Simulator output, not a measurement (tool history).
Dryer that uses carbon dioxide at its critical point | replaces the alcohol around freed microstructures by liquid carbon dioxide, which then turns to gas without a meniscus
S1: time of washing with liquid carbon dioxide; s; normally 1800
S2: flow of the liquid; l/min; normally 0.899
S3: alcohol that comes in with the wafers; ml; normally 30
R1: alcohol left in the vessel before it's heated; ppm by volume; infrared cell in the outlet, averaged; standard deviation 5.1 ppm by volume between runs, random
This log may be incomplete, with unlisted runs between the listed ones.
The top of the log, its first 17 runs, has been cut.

{"run": 18, "hour": 837.8, "S1": 1800, "S2": 1.206, "S3": 30, "R1": 240}
{"hour": 872.7, "done": "inlet filter changed"}
{"run": 19, "hour": 899.2, "S1": 1200, "S2": 1.29, "S3": 22, "R1": 288}
{"run": 20, "hour": 931.0, "S1": 1200, "S2": 1.29, "S3": 22, "R1": 293}
{"run": 21, "hour": 1000.1, "S1": 2460, "S2": 1.0, "S3": 30, "R1": 240}
{"run": 22, "hour": 1060.3, "S1": 2460, "S2": 1.0, "S3": 30, "R1": 253}
{"run": 23, "hour": 1097.6, "S1": 1440, "S2": 0.686, "S3": 42, "R1": 848}
{"run": 24, "hour": 1159.3, "S1": 1440, "S2": 0.686, "S3": 42, "R1": 889}
{"run": 25, "hour": 1223.9, "S1": 1800, "S2": 1.235, "S3": 37, "R1": 291}
{"run": 26, "hour": 1295.2, "S1": 1140, "S2": 1.235, "S3": 38, "R1": 495}
{"hour": 1335.2, "done": "inlet filter changed"}
{"run": 27, "hour": 1353.7, "S1": 1800, "S2": 1.089, "S3": 99, "R1": 346}
{"run": 28, "hour": 1386.6, "S1": 1980, "S2": 1.491, "S3": 73, "R1": 279}
{"run": 29, "hour": 1453.3, "S1": 2340, "S2": 1.491, "S3": 43, "R1": 305}
{"run": 30, "hour": 1495.4, "S1": 1860, "S2": 0.899, "S3": 42, "R1": 376}
{"run": 31, "hour": 1566.3, "S1": 1680, "S2": 0.899, "S3": 97, "R1": 634}
{"run": 32, "hour": 1625.7, "S1": 1740, "S2": 0.899, "S3": 109, "R1": 643}
{"hour": 1632.2, "done": "purifier's bed changed"}
{"run": 33, "hour": 1658.9, "S1": 2100, "S2": 0.899, "S3": 74, "R1": 104}

Consider 4 possible next runs. They are alternatives, not a sequence: every one starts from the tool as it was left by run 33. What does each give?
{"run": "A", "hour": 1728.7, "S1": 1260, "S2": 0.843, "S3": 30, "R1": "?"}
{"run": "B", "hour": 1728.7, "S1": 1560, "S2": 0.899, "S3": 74, "R1": "?"}
{"run": "C", "hour": 1728.7, "S1": 2100, "S2": 0.701, "S3": 52, "R1": "?"}
{"run": "D", "hour": 1728.7, "S1": 1800, "S2": 0.899, "S3": 86, "R1": "?"}

run=A R1=406
run=B R1=426
run=C R1=232
run=D R1=280
Take away the tool's hidden state, keep each run's random variation, and the runs would have read:
run=A R1=290
run=B R1=281
run=C R1=145
run=D R1=172

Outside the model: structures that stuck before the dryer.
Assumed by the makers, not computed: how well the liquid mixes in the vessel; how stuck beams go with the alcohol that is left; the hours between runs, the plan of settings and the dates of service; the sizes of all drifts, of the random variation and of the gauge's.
